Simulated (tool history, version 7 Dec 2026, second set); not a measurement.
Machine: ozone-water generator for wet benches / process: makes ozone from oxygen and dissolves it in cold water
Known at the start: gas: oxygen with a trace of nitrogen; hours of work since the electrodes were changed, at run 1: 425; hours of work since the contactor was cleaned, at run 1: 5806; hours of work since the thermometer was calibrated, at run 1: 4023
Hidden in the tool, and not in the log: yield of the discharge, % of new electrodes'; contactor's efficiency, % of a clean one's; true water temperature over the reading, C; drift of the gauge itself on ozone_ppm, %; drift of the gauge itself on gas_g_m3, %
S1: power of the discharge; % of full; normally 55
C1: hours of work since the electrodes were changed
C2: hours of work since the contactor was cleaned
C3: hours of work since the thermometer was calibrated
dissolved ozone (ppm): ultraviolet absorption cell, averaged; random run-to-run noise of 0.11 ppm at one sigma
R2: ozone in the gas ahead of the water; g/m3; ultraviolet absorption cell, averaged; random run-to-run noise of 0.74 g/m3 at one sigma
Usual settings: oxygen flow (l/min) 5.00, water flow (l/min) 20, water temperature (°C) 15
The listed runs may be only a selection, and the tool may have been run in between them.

{"run": 1, "hour": 0.0, "S1": 55, "oxygen flow (l/min)": 5.0, "water flow (l/min)": 20, "water temperature (°C)": 15, "C1": 425, "C2": 5806, "C3": 4023, "dissolved ozone (ppm)": 15.0, "R2": 134.5}
{"run": 2, "hour": 45.2, "S1": 55, "oxygen flow (l/min)": 5.0, "water flow (l/min)": 19, "water temperature (°C)": 15, "C1": 460, "C2": 5842, "C3": 4058, "dissolved ozone (ppm)": 15.6, "R2": 133.8}
{"run": 3, "hour": 70.5, "S1": 55, "oxygen flow (l/min)": 5.0, "water flow (l/min)": 19, "water temperature (°C)": 15, "C1": 480, "C2": 5861, "C3": 4078, "dissolved ozone (ppm)": 15.6, "R2": 133.7}
{"run": 4, "hour": 121.6, "S1": 55, "oxygen flow (l/min)": 5.0, "water flow (l/min)": 19, "water temperature (°C)": 15, "C1": 520, "C2": 5901, "C3": 4118, "dissolved ozone (ppm)": 15.6, "R2": 134.0}
{"run": 5, "hour": 181.8, "S1": 55, "oxygen flow (l/min)": 5.0, "water flow (l/min)": 19, "water temperature (°C)": 15, "C1": 567, "C2": 5948, "C3": 4164, "dissolved ozone (ppm)": 15.6, "R2": 132.5}
{"run": 6, "hour": 235.8, "S1": 55, "oxygen flow (l/min)": 5.0, "water flow (l/min)": 19, "water temperature (°C)": 15, "C1": 609, "C2": 5990, "C3": 4206, "dissolved ozone (ppm)": 15.6, "R2": 133.3}
{"run": 7, "hour": 295.1, "S1": 55, "oxygen flow (l/min)": 5.0, "water flow (l/min)": 20, "water temperature (°C)": 15, "C1": 655, "C2": 6036, "C3": 4253, "dissolved ozone (ppm)": 15.0, "R2": 133.3}
{"run": 8, "hour": 351.2, "S1": 55, "oxygen flow (l/min)": 5.0, "water flow (l/min)": 20, "water temperature (°C)": 15, "C1": 698, "C2": 6080, "C3": 4296, "dissolved ozone (ppm)": 15.2, "R2": 132.2}
{"run": 9, "hour": 400.4, "S1": 43, "oxygen flow (l/min)": 2.79, "water flow (l/min)": 20, "water temperature (°C)": 15, "C1": 737, "C2": 6118, "C3": 4334, "dissolved ozone (ppm)": 10.7, "R2": 136.7}
{"run": 10, "hour": 444.2, "S1": 77, "oxygen flow (l/min)": 5.0, "water flow (l/min)": 20, "water temperature (°C)": 7, "C1": 771, "C2": 6152, "C3": 4369, "dissolved ozone (ppm)": 22.5, "R2": 180.6}
{"run": 11, "hour": 498.0, "S1": 87, "oxygen flow (l/min)": 5.0, "water flow (l/min)": 29, "water temperature (°C)": 15, "C1": 813, "C2": 6194, "C3": 4411, "dissolved ozone (ppm)": 17.4, "R2": 202.9}
{"run": 12, "hour": 533.1, "S1": 87, "oxygen flow (l/min)": 5.0, "water flow (l/min)": 29, "water temperature (°C)": 15, "C1": 840, "C2": 6221, "C3": 4438, "dissolved ozone (ppm)": 17.0, "R2": 201.0}
{"run": 13, "hour": 563.0, "S1": 61, "oxygen flow (l/min)": 5.0, "water flow (l/min)": 29, "water temperature (°C)": 18, "C1": 863, "C2": 6245, "C3": 4461, "dissolved ozone (ppm)": 12.0, "R2": 144.4}

How would selected steps in R2 from run to run divide? Give the signed amount a tool lacking its hidden state would still show from settings, what came in and random variation, and the signed amount left for the hidden state, including any gauge scatter that is not in both of the compared results.
Run 12 -> 13: S1 87 -> 61, water temperature (°C) 15 -> 18. R2 -56.6 g/m3: hidden state +1.0, all else -57.6.

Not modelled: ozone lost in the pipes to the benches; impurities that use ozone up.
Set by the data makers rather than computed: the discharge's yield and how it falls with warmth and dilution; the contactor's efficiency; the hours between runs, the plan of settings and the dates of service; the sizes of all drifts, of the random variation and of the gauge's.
